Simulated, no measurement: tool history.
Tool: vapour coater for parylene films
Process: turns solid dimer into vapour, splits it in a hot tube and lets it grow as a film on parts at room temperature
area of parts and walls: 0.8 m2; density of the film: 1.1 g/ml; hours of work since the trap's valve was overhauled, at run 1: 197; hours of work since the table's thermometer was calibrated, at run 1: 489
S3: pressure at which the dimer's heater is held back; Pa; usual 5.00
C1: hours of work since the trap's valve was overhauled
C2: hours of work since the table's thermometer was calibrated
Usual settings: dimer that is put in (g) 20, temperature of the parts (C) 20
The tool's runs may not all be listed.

run 1 hour=0.0 | dimer_that_is_put_in_(g)=20 temperature_of_the_parts_(C)=20 S3=5.00 | C1=197 C2=489 | thickness_of_the_film_(µm)=15.62
run 2 hour=13.7 | dimer_that_is_put_in_(g)=20 temperature_of_the_parts_(C)=20 S3=5.00 | C1=208 C2=500 | thickness_of_the_film_(µm)=15.71
run 3 hour=23.0 | dimer_that_is_put_in_(g)=20 temperature_of_the_parts_(C)=20 S3=5.00 | C1=215 C2=507 | thickness_of_the_film_(µm)=15.93
run 4 hour=33.3 | dimer_that_is_put_in_(g)=20 temperature_of_the_parts_(C)=20 S3=5.00 | C1=224 C2=516 | thickness_of_the_film_(µm)=15.54
run 5 hour=55.8 | dimer_that_is_put_in_(g)=20 temperature_of_the_parts_(C)=20 S3=5.00 | C1=242 C2=534 | thickness_of_the_film_(µm)=15.62
run 6 hour=69.5 | dimer_that_is_put_in_(g)=20 temperature_of_the_parts_(C)=20 S3=5.00 | C1=253 C2=545 | thickness_of_the_film_(µm)=15.54
run 7 hour=83.1 | dimer_that_is_put_in_(g)=20 temperature_of_the_parts_(C)=20 S3=5.00 | C1=264 C2=556 | thickness_of_the_film_(µm)=15.36
run 8 hour=105.7 | dimer_that_is_put_in_(g)=20 temperature_of_the_parts_(C)=20 S3=6.00 | C1=282 C2=574 | thickness_of_the_film_(µm)=15.41
run 9 hour=118.2 | dimer_that_is_put_in_(g)=20 temperature_of_the_parts_(C)=23 S3=2.39 | C1=292 C2=585 | thickness_of_the_film_(µm)=14.43
run 10 hour=128.6 | dimer_that_is_put_in_(g)=20 temperature_of_the_parts_(C)=23 S3=2.39 | C1=301 C2=593 | thickness_of_the_film_(µm)=14.54
run 11 hour=147.2 | dimer_that_is_put_in_(g)=23 temperature_of_the_parts_(C)=15 S3=8.13 | C1=316 C2=608 | thickness_of_the_film_(µm)=21.13
run 12 hour=167.0 | dimer_that_is_put_in_(g)=23 temperature_of_the_parts_(C)=15 S3=8.13 | C1=332 C2=624 | thickness_of_the_film_(µm)=20.97
run 13 hour=183.4 | dimer_that_is_put_in_(g)=23 temperature_of_the_parts_(C)=15 S3=8.13 | C1=345 C2=637 | thickness_of_the_film_(µm)=21.21
run 14 hour=194.8 | dimer_that_is_put_in_(g)=23 temperature_of_the_parts_(C)=15 S3=8.13 | C1=354 C2=647 | thickness_of_the_film_(µm)=20.95
run 15 hour=211.4 | dimer_that_is_put_in_(g)=23 temperature_of_the_parts_(C)=12 S3=6.81 | C1=368 C2=660 | thickness_of_the_film_(µm)=23.72

3 ways to go on from here, each from the tool as it stands after run 15. What would each give?
run A hour=225.2 | dimer_that_is_put_in_(g)=20 temperature_of_the_parts_(C)=12 S3=5.00 | C1=379 C2=671 | thickness_of_the_film_(µm)=?
run B hour=225.2 | dimer_that_is_put_in_(g)=20 temperature_of_the_parts_(C)=14 S3=5.00 | C1=379 C2=671 | thickness_of_the_film_(µm)=?
run C hour=225.2 | dimer_that_is_put_in_(g)=20 temperature_of_the_parts_(C)=20 S3=5.91 | C1=379 C2=671 | thickness_of_the_film_(µm)=?

run=A thickness_of_the_film_(µm)=20.42
run=B thickness_of_the_film_(µm)=19.64
run=C thickness_of_the_film_(µm)=15.14
Without the tool's hidden state the same runs would have given:
run=A thickness_of_the_film_(µm)=22.24
run=B thickness_of_the_film_(µm)=20.88
run=C thickness_of_the_film_(µm)=16.10
